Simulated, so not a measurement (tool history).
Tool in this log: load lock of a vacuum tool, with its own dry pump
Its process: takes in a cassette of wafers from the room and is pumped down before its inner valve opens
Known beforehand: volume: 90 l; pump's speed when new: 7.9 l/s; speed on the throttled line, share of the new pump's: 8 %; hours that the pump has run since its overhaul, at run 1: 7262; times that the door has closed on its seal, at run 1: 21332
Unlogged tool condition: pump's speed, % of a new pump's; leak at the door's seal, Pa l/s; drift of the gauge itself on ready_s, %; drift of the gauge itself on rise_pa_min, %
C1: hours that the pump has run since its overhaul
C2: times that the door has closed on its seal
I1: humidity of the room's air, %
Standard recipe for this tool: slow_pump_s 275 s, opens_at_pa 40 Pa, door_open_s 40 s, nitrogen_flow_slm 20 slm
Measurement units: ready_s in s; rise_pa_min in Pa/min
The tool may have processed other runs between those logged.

{"run": 1, "day": 0.0, "slow_pump_s": 275, "opens_at_pa": 40, "door_open_s": 40, "nitrogen_flow_slm": 20, "C1": 7262, "C2": 21332, "I1": 45.2, "ready_s": 344.9, "rise_pa_min": 0.249}
{"run": 2, "day": 14.092, "slow_pump_s": 275, "opens_at_pa": 40, "door_open_s": 27, "nitrogen_flow_slm": 20, "C1": 7600, "C2": 22421, "I1": 42.4, "ready_s": 342.1, "rise_pa_min": 0.257}
{"run": 3, "day": 27.671, "slow_pump_s": 275, "opens_at_pa": 40, "door_open_s": 27, "nitrogen_flow_slm": 20, "C1": 7926, "C2": 23471, "I1": 44.4, "ready_s": 342.9, "rise_pa_min": 0.271}
{"run": 4, "day": 38.612, "slow_pump_s": 190, "opens_at_pa": 40, "door_open_s": 40, "nitrogen_flow_slm": 20, "C1": 8189, "C2": 24317, "I1": 44.9, "ready_s": 263.6, "rise_pa_min": 0.286}
{"run": 5, "day": 50.538, "slow_pump_s": 190, "opens_at_pa": 40, "door_open_s": 40, "nitrogen_flow_slm": 20, "C1": 8475, "C2": 25239, "I1": 45.9, "ready_s": 267, "rise_pa_min": 0.307}
{"run": 6, "day": 69.975, "slow_pump_s": 190, "opens_at_pa": 40, "door_open_s": 40, "nitrogen_flow_slm": 20, "C1": 8941, "C2": 26741, "I1": 46.1, "ready_s": 267.1, "rise_pa_min": 0.335}
{"run": 7, "day": 85.008, "slow_pump_s": 190, "opens_at_pa": 40, "door_open_s": 40, "nitrogen_flow_slm": 20, "C1": 9302, "C2": 27903, "I1": 44.5, "ready_s": 267.7, "rise_pa_min": 0.357}
{"run": 8, "day": 98.688, "slow_pump_s": 190, "opens_at_pa": 40, "door_open_s": 40, "nitrogen_flow_slm": 20, "C1": 9630, "C2": 28961, "I1": 41, "ready_s": 269.6, "rise_pa_min": 0.363}
{"run": 9, "day": 119.433, "slow_pump_s": 275, "opens_at_pa": 40, "door_open_s": 43, "nitrogen_flow_slm": 20, "C1": 10128, "C2": 30565, "I1": 45, "ready_s": 347.2, "rise_pa_min": 0.401}
{"run": 10, "day": 141.233, "slow_pump_s": 275, "opens_at_pa": 40, "door_open_s": 40, "nitrogen_flow_slm": 20, "C1": 10652, "C2": 32250, "I1": 43.9, "ready_s": 345, "rise_pa_min": 0.416}
{"run": 11, "day": 164.862, "slow_pump_s": 275, "opens_at_pa": 40, "door_open_s": 40, "nitrogen_flow_slm": 20, "C1": 11219, "C2": 34077, "I1": 50, "ready_s": 346.2, "rise_pa_min": 0.464}
{"day": 176.992, "done": "door's seal changed, seat wiped"}
{"run": 12, "day": 176.992, "slow_pump_s": 275, "opens_at_pa": 40, "door_open_s": 40, "nitrogen_flow_slm": 20, "C1": 11508, "C2": 0, "I1": 47.3, "ready_s": 347.5, "rise_pa_min": 0.025}
{"run": 13, "day": 198.308, "slow_pump_s": 275, "opens_at_pa": 40, "door_open_s": 26, "nitrogen_flow_slm": 20, "C1": 12020, "C2": 1647, "I1": 47.9, "ready_s": 345.8, "rise_pa_min": 0.021}
{"run": 14, "day": 208.05, "slow_pump_s": 275, "opens_at_pa": 40, "door_open_s": 205, "nitrogen_flow_slm": 20, "C1": 12254, "C2": 2401, "I1": 46, "ready_s": 347.1, "rise_pa_min": 0.066}
{"run": 15, "day": 218.146, "slow_pump_s": 275, "opens_at_pa": 40, "door_open_s": 205, "nitrogen_flow_slm": 20, "C1": 12496, "C2": 3181, "I1": 45.2, "ready_s": 345.1, "rise_pa_min": 0.06}
{"run": 16, "day": 236.404, "slow_pump_s": 275, "opens_at_pa": 40, "door_open_s": 40, "nitrogen_flow_slm": 20, "C1": 12934, "C2": 4592, "I1": 44.5, "ready_s": 347.4, "rise_pa_min": 0.039}
{"run": 17, "day": 259.492, "slow_pump_s": 275, "opens_at_pa": 40, "door_open_s": 40, "nitrogen_flow_slm": 20, "C1": 13488, "C2": 6377, "I1": 48.4, "ready_s": 346.6, "rise_pa_min": 0.054}
{"run": 18, "day": 274.383, "slow_pump_s": 275, "opens_at_pa": 40, "door_open_s": 40, "nitrogen_flow_slm": 20, "C1": 13846, "C2": 7529, "I1": 39.4, "ready_s": 349.5, "rise_pa_min": 0.064}
{"run": 19, "day": 289.321, "slow_pump_s": 275, "opens_at_pa": 61, "door_open_s": 28, "nitrogen_flow_slm": 20, "C1": 14204, "C2": 8683, "I1": 41.7, "ready_s": 342.4, "rise_pa_min": 0.07}
{"run": 20, "day": 301.921, "slow_pump_s": 185, "opens_at_pa": 61, "door_open_s": 28, "nitrogen_flow_slm": 20, "C1": 14507, "C2": 9657, "I1": 44.4, "ready_s": 262.9, "rise_pa_min": 0.08}
{"run": 21, "day": 312.375, "slow_pump_s": 233, "opens_at_pa": 40, "door_open_s": 61, "nitrogen_flow_slm": 20, "C1": 14757, "C2": 10466, "I1": 45.5, "ready_s": 309.4, "rise_pa_min": 0.092}
{"run": 22, "day": 335.704, "slow_pump_s": 275, "opens_at_pa": 66, "door_open_s": 43, "nitrogen_flow_slm": 20, "C1": 15317, "C2": 12269, "I1": 47.7, "ready_s": 343.2, "rise_pa_min": 0.113}
{"run": 23, "day": 357.883, "slow_pump_s": 275, "opens_at_pa": 66, "door_open_s": 43, "nitrogen_flow_slm": 20, "C1": 15850, "C2": 13984, "I1": 45.2, "ready_s": 340.8, "rise_pa_min": 0.125}
{"run": 24, "day": 378.921, "slow_pump_s": 288, "opens_at_pa": 40, "door_open_s": 27, "nitrogen_flow_slm": 20, "C1": 16354, "C2": 15610, "I1": 45.6, "ready_s": 362.5, "rise_pa_min": 0.137}
{"run": 25, "day": 394.175, "slow_pump_s": 526, "opens_at_pa": 43, "door_open_s": 134, "nitrogen_flow_slm": 35, "C1": 16721, "C2": 16789, "I1": 46.6, "ready_s": 574.4, "rise_pa_min": 0.165}
{"run": 26, "day": 409.058, "slow_pump_s": 526, "opens_at_pa": 30, "door_open_s": 31, "nitrogen_flow_slm": 35, "C1": 17078, "C2": 17940, "I1": 46.1, "ready_s": 577.5, "rise_pa_min": 0.165}
{"run": 27, "day": 432.046, "slow_pump_s": 316, "opens_at_pa": 28, "door_open_s": 40, "nitrogen_flow_slm": 18, "C1": 17629, "C2": 19717, "I1": 44.1, "ready_s": 393.5, "rise_pa_min": 0.189}
{"run": 28, "day": 452.983, "slow_pump_s": 316, "opens_at_pa": 28, "door_open_s": 40, "nitrogen_flow_slm": 18, "C1": 18132, "C2": 21335, "I1": 43, "ready_s": 391.5, "rise_pa_min": 0.205}
{"run": 29, "day": 466.496, "slow_pump_s": 168, "opens_at_pa": 28, "door_open_s": 132, "nitrogen_flow_slm": 18, "C1": 18456, "C2": 22380, "I1": 41.5, "ready_s": 257.8, "rise_pa_min": 0.236}
{"run": 30, "day": 488.129, "slow_pump_s": 275, "opens_at_pa": 40, "door_open_s": 55, "nitrogen_flow_slm": 20, "C1": 18976, "C2": 24053, "I1": 42.8, "ready_s": 351.6, "rise_pa_min": 0.245}
{"run": 31, "day": 499.979, "slow_pump_s": 275, "opens_at_pa": 40, "door_open_s": 55, "nitrogen_flow_slm": 20, "C1": 19260, "C2": 24969, "I1": 43.7, "ready_s": 352.1, "rise_pa_min": 0.273}
{"run": 32, "day": 519.25, "slow_pump_s": 275, "opens_at_pa": 40, "door_open_s": 55, "nitrogen_flow_slm": 20, "C1": 19722, "C2": 26458, "I1": 46.9, "ready_s": 349.7, "rise_pa_min": 0.299}
{"run": 33, "day": 540.896, "slow_pump_s": 176, "opens_at_pa": 36, "door_open_s": 89, "nitrogen_flow_slm": 17, "C1": 20242, "C2": 28132, "I1": 43.8, "ready_s": 264.4, "rise_pa_min": 0.337}
{"run": 34, "day": 563.296, "slow_pump_s": 176, "opens_at_pa": 36, "door_open_s": 89, "nitrogen_flow_slm": 17, "C1": 20780, "C2": 29863, "I1": 45.3, "ready_s": 263.1, "rise_pa_min": 0.373}
{"run": 35, "day": 574.9, "slow_pump_s": 374, "opens_at_pa": 36, "door_open_s": 197, "nitrogen_flow_slm": 17, "C1": 21058, "C2": 30760, "I1": 43.1, "ready_s": 443.2, "rise_pa_min": 0.403}

Selected run-to-run steps in ready_s, each split into two signed amounts: the part the tool would show with no hidden state at all (from settings, incoming material and random variation), and the remainder, which goes to the hidden state together with any gauge scatter not common to the measured and the hidden-state-free results:
Run 24 -> 25: slow_pump_s 288 -> 526, opens_at_pa 40 -> 43, door_open_s 27 -> 134, nitrogen_flow_slm 20 -> 35. ready_s +211.9 s: hidden state -2, all else +213.9.
Run 26 -> 27: slow_pump_s 526 -> 316, opens_at_pa 30 -> 28, door_open_s 31 -> 40, nitrogen_flow_slm 35 -> 18. ready_s -184 s: hidden state +2.5, all else -186.5.
Run 34 -> 35: slow_pump_s 176 -> 374, door_open_s 89 -> 197. ready_s +180.1 s: hidden state -2.3, all else +182.4.
